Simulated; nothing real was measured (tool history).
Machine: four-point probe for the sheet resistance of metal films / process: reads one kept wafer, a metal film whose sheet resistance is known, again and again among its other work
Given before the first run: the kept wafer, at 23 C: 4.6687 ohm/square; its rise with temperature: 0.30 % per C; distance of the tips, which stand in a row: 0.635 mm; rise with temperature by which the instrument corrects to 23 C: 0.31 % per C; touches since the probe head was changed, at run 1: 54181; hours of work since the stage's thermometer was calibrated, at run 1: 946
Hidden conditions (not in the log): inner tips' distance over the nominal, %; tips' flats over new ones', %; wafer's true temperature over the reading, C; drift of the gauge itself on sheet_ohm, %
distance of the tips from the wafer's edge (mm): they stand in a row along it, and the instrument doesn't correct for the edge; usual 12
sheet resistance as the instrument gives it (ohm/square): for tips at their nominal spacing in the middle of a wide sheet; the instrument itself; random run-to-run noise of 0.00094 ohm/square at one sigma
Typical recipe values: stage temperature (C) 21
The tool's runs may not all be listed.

run,hour,stage temperature (C),distance of the tips from the wafer's edge (mm),touches since the probe head was changed,hours of work since the stage's thermometer was calibrated,sheet resistance as the instrument gives it (ohm/square)
1,0.0,21,12,54181,946,4.676716
2,22.1,21,12,55554,963,4.675718
3,32.4,21,12,56196,971,4.675914
4,45.0,21,12,56982,980,4.674562
5,56.7,32,12,57708,989,4.668799
6,66.6,24,12,58323,996,4.675200
7,80.7,21,12,59202,1007,4.676431
8,96.8,21,12,60206,1019,4.675461
9,117.8,21,12,61512,1035,4.677146
10,136.2,21,12,62656,1049,4.674672
11,159.2,32,66,64090,1066,4.663396
12,173.0,31,50,64951,1076,4.663671
13,188.0,22,67,65885,1088,4.669702
14,206.4,28,10,67027,1101,4.676846
15,225.4,19,35,68208,1116,4.670200
16,245.2,30,4,69441,1131,4.727209
17,263.2,22,43,70564,1144,4.670337
18,275.0,21,11,71300,1153,4.676400
19,295.3,25,41,72560,1168,4.665913
20,312.1,21,7,73609,1181,4.688707

What if the next run were any one of these 4? Each begins from the tool's condition after run 20:
A,335.1,21,21,75039,1198,?
B,335.1,27,12,75039,1198,?
C,335.1,21,20,75039,1198,?
D,335.1,26,65,75039,1198,?

run,sheet resistance as the instrument gives it (ohm/square)
A,4.671672
B,4.672445
C,4.672084
D,4.666155
Had the tool no hidden state, the same runs would have come out as:
run,sheet resistance as the instrument gives it (ohm/square)
A,4.672476
B,4.673247
C,4.672888
D,4.666956

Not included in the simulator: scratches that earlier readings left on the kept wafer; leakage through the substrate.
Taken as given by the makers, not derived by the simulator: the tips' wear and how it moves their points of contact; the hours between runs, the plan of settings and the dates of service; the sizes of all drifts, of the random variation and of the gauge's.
